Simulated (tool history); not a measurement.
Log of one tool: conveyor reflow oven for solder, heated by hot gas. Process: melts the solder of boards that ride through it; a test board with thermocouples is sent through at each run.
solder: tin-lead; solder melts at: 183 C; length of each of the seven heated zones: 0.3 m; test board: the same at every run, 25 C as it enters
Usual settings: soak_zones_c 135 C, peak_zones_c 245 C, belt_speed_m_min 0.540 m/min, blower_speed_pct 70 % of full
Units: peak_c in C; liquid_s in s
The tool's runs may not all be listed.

| run | hour | soak_zones_c | peak_zones_c | belt_speed_m_min | blower_speed_pct | peak_c | liquid_s |
|---|---|---|---|---|---|---|---|
| 1 | 0.0 | 135 | 245 | 0.540 | 70 | 225.6 | 54.8 |
| 2 | 53.2 | 135 | 245 | 0.540 | 57 | 223.2 | 53.0 |
| 3 | 97.9 | 135 | 245 | 0.540 | 59 | 223.4 | 53.1 |
| 4 | 128.9 | 135 | 245 | 0.540 | 59 | 222.8 | 53.2 |
| 5 | 170.8 | 135 | 245 | 0.540 | 59 | 222.2 | 52.9 |
| 6 | 218.0 | 135 | 245 | 0.540 | 59 | 223.0 | 52.7 |
|  | 247.7 | flux residue cleaned out of gas plates and filters |
| 7 | 248.0 | 132 | 235 | 0.621 | 84 | 215.4 | 41.0 |
| 8 | 282.6 | 136 | 255 | 0.621 | 84 | 233.9 | 51.1 |
| 9 | 324.5 | 135 | 259 | 0.540 | 70 | 239.6 | 61.4 |
| 10 | 356.1 | 135 | 259 | 0.540 | 70 | 240.2 | 61.3 |
| 11 | 379.2 | 139 | 259 | 0.534 | 70 | 240.5 | 63.7 |

Forecast each of these 3 alternatives for the next run:
| A | 419.3 | 133 | 259 | 0.540 | 61 | ? | ? |
| B | 419.3 | 139 | 260 | 0.534 | 70 | ? | ? |
| C | 419.3 | 135 | 245 | 0.623 | 77 | ? | ? |

| run | peak_c | liquid_s |
|---|---|---|
| A | 237.1 | 60.2 |
| B | 242.2 | 64.1 |
| C | 222.0 | 45.4 |
Without the tool's hidden state the same runs would have given:
| run | peak_c | liquid_s |
|---|---|---|
| A | 239.7 | 60.7 |
| B | 244.8 | 64.4 |
| C | 224.6 | 46.5 |
